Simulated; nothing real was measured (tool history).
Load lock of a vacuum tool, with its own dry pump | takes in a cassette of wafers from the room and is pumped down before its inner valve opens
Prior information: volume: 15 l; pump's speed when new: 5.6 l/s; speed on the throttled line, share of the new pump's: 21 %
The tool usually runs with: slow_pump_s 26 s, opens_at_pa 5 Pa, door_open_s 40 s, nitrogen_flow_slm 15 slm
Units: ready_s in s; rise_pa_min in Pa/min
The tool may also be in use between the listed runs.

run,day,slow_pump_s,opens_at_pa,door_open_s,nitrogen_flow_slm,"incoming humidity of the room's air, %",ready_s,rise_pa_min
1,0,26,5,40,15,44.1,47.4,0.042
# day 5.058: dry pump taken out, an overhauled one fitted
2,12.825,26,5,40,15,42.9,47.5,0.039
3,24.625,26,5,40,15,42.7,47.5,0.034
4,35.738,26,5,40,15,42.6,47.8,0.041
5,46.958,26,5,40,15,47.2,47.2,0.049
6,53.175,26,10,40,15,47.2,45.4,0.038
7,60.654,26,10,40,15,44.8,45.8,0.044
8,69.488,26,5,40,15,46.9,47.3,0.039
9,77.054,24,5,40,15,49.4,45.6,0.042
10,86.267,24,5,40,15,45.8,45.6,0.036
11,97.196,24,5,40,15,43.3,45.7,0.044
12,103.088,24,5,40,15,46.9,46,0.047
13,108.271,24,5,40,15,44.9,45.7,0.037
14,119.796,24,5,40,15,46.8,45.6,0.04
15,126.867,24,5,40,15,46.6,45.7,0.037
16,138.983,16,5,137,41,42.9,39.6,0.036
17,146.312,16,5,137,17,48,39,0.06
18,156.271,16,5,137,17,44.2,39.5,0.055
19,167.529,16,5,137,17,42.7,39.4,0.054
20,173.579,26,5,165,15,45.2,47.7,0.062
21,183.967,37,9,40,15,45.5,54.1,0.041
22,192.367,26,5,181,23,44.9,47.5,0.052
23,201.783,17,5,35,23,43.6,40.3,0.04
24,212.238,17,5,35,23,46.4,40.5,0.032
25,220,17,5,35,23,49.1,40.5,0.042
26,228.579,17,7,39,23,42.4,39.5,0.038
27,235.879,46,8,48,4,41.5,61.8,0.049

Consider 5 possible next runs. They are alternatives, not a sequence: every one starts from the tool as it was left by run 27. What does each give?
A,244.904,46,6,48,4,39.7,?,?
B,244.904,17,8,48,4,43,?,?
C,244.904,18,5,102,15,46,?,?
D,244.904,46,8,48,41,46.2,?,?
E,244.904,31,8,34,12,45,?,?

run,ready_s,rise_pa_min
A,62.7,0.049
B,39,0.055
C,40.6,0.052
D,62,0.037
E,50.1,0.038
With no hidden state in the tool, these same runs would have given:
run,ready_s,rise_pa_min
A,62.7,0.047
B,39,0.053
C,40.6,0.051
D,62,0.036
E,50.1,0.037
